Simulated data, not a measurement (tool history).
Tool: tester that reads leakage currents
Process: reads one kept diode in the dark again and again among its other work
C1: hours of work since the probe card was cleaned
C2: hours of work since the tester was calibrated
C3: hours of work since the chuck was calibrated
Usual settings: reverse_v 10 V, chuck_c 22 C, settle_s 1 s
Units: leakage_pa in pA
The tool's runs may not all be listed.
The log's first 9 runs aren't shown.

Run 10, hour 923.1: usual settings but chuck_c 23 C; C1 1039; C2 1975; C3 452. Result: leakage_pa 111.38 pA.
Run 11, hour 1054.1: usual settings but reverse_v 1.1 V; C1 1111; C2 2047; C3 524. Result: leakage_pa 46.68 pA.
Run 12, hour 1135.3: usual settings but reverse_v 1.1 V; C1 1156; C2 2092; C3 569. Result: leakage_pa 46.9 pA.
Run 13, hour 1261: usual settings but reverse_v 1.7 V; C1 1225; C2 2161; C3 638. Result: leakage_pa 54.13 pA.
Run 14, hour 1397.3: usual settings but settle_s 0.34 s; C1 1300; C2 2236; C3 713. Result: leakage_pa 108.2 pA.
Run 15, hour 1493: usual settings but settle_s 2.12 s; C1 1353; C2 2288; C3 765. Result: leakage_pa 100.06 pA.
Run 16, hour 1629.1: usual settings but settle_s 2.12 s; C1 1427; C2 2363; C3 840. Result: leakage_pa 100.21 pA.
At hour 1676.4: chuck's temperature calibrated.
Run 17, hour 1739.4: usual settings but reverse_v 3 V; C1 1487; C2 2423; C3 35. Result: leakage_pa 66.46 pA.
Run 18, hour 1837.6: usual settings but reverse_v 5 V; C1 1541; C2 2477; C3 89. Result: leakage_pa 79.08 pA.
Run 19, hour 1923.8: usual settings but reverse_v 5 V; C1 1588; C2 2524; C3 136. Result: leakage_pa 79.17 pA.
Run 20, hour 2035.6: usual settings but chuck_c 25 C; C1 1650; C2 2586; C3 197. Result: leakage_pa 132.68 pA.
Run 21, hour 2163.6: usual settings but reverse_v 12.6 V, settle_s 0.67 s; C1 1720; C2 2656; C3 268. Result: leakage_pa 112.33 pA.
Run 22, hour 2281: usual settings but reverse_v 8.6 V, chuck_c 40 C, settle_s 2.29 s; C1 1785; C2 2720; C3 332. Result: leakage_pa 437.38 pA.
Run 23, hour 2385.4: usual settings but reverse_v 13.5 V, chuck_c 36 C, settle_s 6.05 s; C1 1842; C2 2778; C3 390. Result: leakage_pa 365.48 pA.
Run 24, hour 2464.5: usual settings but reverse_v 13.5 V, chuck_c 36 C, settle_s 6.05 s; C1 1886; C2 2821; C3 433. Result: leakage_pa 368.6 pA.
Run 25, hour 2570.4: usual settings but reverse_v 11.8 V, chuck_c 39 C, settle_s 1.31 s; C1 1944; C2 2880; C3 491. Result: leakage_pa 448.64 pA.
Run 26, hour 2706.8: usual settings but reverse_v 5.4 V, chuck_c 35 C, settle_s 0.51 s; C1 2019; C2 2954; C3 566. Result: leakage_pa 248.96 pA.
Run 27, hour 2785.9: usual settings but reverse_v 2.3 V, chuck_c 43 C, settle_s 0.49 s; C1 2062; C2 2998; C3 610. Result: leakage_pa 353.51 pA.
Run 28, hour 2913.4: usual settings but reverse_v 15.3 V, chuck_c 30 C, settle_s 1.15 s; C1 2132; C2 3068; C3 680. Result: leakage_pa 236.37 pA.
Run 29, hour 3042.9: usual settings but reverse_v 4.1 V, settle_s 1.54 s; C1 2203; C2 3139; C3 751. Result: leakage_pa 73.37 pA.
Run 30, hour 3175.6: usual settings but reverse_v 4.1 V, chuck_c 58 C, settle_s 3.04 s; C1 2276; C2 3212; C3 824. Result: leakage_pa 1327.04 pA.
At hour 3254.2: chuck's temperature calibrated.
Run 31, hour 3294.8: usual settings but reverse_v 14.4 V, chuck_c 50 C, settle_s 9.57 s; C1 2341; C2 3277; C3 22. Result: leakage_pa 1134.98 pA.
Run 32, hour 3380: usual settings but reverse_v 3.2 V, chuck_c 49 C, settle_s 7.01 s; C1 2388; C2 3323; C3 69. Result: leakage_pa 630.01 pA.
Run 33, hour 3515.8: usual settings but reverse_v 3.2 V, chuck_c 21 C, settle_s 7.01 s; C1 2462; C2 3398; C3 144. Result: leakage_pa 60.85 pA.
Run 34, hour 3642.6: usual settings but reverse_v 1.3 V, chuck_c 26 C, settle_s 7.21 s; C1 2532; C2 3468; C3 213. Result: leakage_pa 70.19 pA.

The next listed run, before its measurement:
Run 35, hour 3699.2: usual settings but reverse_v 2.8 V, settle_s 9.31 s; C1 2563; C2 3499; C3 245. Result: leakage_pa ?.

{"run 35": {"leakage_pa": 63.7}}
Without the tool's hidden state the same run would have given leakage_pa 63.69 pA.
